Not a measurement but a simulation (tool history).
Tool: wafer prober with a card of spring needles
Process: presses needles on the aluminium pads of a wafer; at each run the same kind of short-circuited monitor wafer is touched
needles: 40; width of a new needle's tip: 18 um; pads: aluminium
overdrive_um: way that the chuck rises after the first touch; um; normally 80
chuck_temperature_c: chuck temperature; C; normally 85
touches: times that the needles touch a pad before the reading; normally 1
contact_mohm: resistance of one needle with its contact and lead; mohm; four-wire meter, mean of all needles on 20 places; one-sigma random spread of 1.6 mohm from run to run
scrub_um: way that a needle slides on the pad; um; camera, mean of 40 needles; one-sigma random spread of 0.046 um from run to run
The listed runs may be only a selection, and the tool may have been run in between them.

run   hour  overdrive_um  chuck_temperature_c  touches  contact_mohm  scrub_um
  1      0            80                   85        1           151     18.93
      18.1  -- tips cleaned on abrasive film
      32.9  -- tips cleaned on abrasive film
        51  -- tips cleaned on abrasive film
  2   51.9            80                   85        1           155     18.83
      66.7  -- tips cleaned on abrasive film
      84.8  -- tips cleaned on abrasive film
      99.6  -- tips cleaned on abrasive film
     114.4  -- tips cleaned on abrasive film
  3  125.9            80                   85        1           180     18.79
     129.7  -- tips cleaned on abrasive film
     148.1  -- tips cleaned on abrasive film
     163.6  -- tips cleaned on abrasive film
  4  163.6            80                   85        1           151     18.67
     181.5  -- tips cleaned on abrasive film
     196.3  -- tips cleaned on abrasive film
     214.5  -- tips cleaned on abrasive film
  5  221.9            80                   85        1           175     18.58
     229.6  -- tips cleaned on abrasive film
     244.4  -- tips cleaned on abrasive film
     259.2  -- tips cleaned on abrasive film
  6  263.4            80                   85        1           167     18.61
     274.5  -- tips cleaned on abrasive film
     292.6  -- tips cleaned on abrasive film
     300.2  -- height of the first contact set anew
     311.4  -- tips cleaned on abrasive film
  7    325            80                   85        1           186     18.94
     328.8  -- tips cleaned on abrasive film
     343.6  -- tips cleaned on abrasive film
       362  -- tips cleaned on abrasive film
  8  375.6            80                   85        1           187        19
     379.1  -- tips cleaned on abrasive film
     397.1  -- tips cleaned on abrasive film
     415.5  -- tips cleaned on abrasive film
     430.3  -- tips cleaned on abrasive film
  9  435.4            89                   82        1           167     21.01
     446.5  -- tips cleaned on abrasive film
     461.3  -- tips cleaned on abrasive film
 10  469.3            80                   78        1           175     18.78
     476.4  -- tips cleaned on abrasive film
     491.2  -- tips cleaned on abrasive film
     507.9  -- tips cleaned on abrasive film
 11  507.9            80                   87        3           150     18.86
     526.2  -- tips cleaned on abrasive film
 12  540.8            84                   87        2           170     19.68
     544.6  -- tips cleaned on abrasive film
     559.4  -- tips cleaned on abrasive film
       577  -- tips cleaned on abrasive film
 13    577            96                   87        1           155      22.5

4 options for the next run, each taken on its own from the tool as it stands now. Forecast them:
     591.8  -- tips cleaned on abrasive film
     606.6  -- tips cleaned on abrasive film
     621.4  -- tips cleaned on abrasive film
     636.2  -- tips cleaned on abrasive film
  A  645.1            96                   73        1             ?         ?
     591.8  -- tips cleaned on abrasive film
     606.6  -- tips cleaned on abrasive film
     621.4  -- tips cleaned on abrasive film
     636.2  -- tips cleaned on abrasive film
  B  645.1            78                   87        1             ?         ?
     591.8  -- tips cleaned on abrasive film
     606.6  -- tips cleaned on abrasive film
     621.4  -- tips cleaned on abrasive film
     636.2  -- tips cleaned on abrasive film
  C  645.1            82                   98        1             ?         ?
     591.8  -- tips cleaned on abrasive film
     606.6  -- tips cleaned on abrasive film
     621.4  -- tips cleaned on abrasive film
     636.2  -- tips cleaned on abrasive film
  D  645.1            80                   82        1             ?         ?

run  contact_mohm  scrub_um
  A           168     22.37
  B           183     18.13
  C           181     19.04
  D           181     18.61
What these runs would have given with no unlogged condition in the tool:
run  contact_mohm  scrub_um
  A           146     22.74
  B           151      18.5
  C           153     19.41
  D           150     18.98
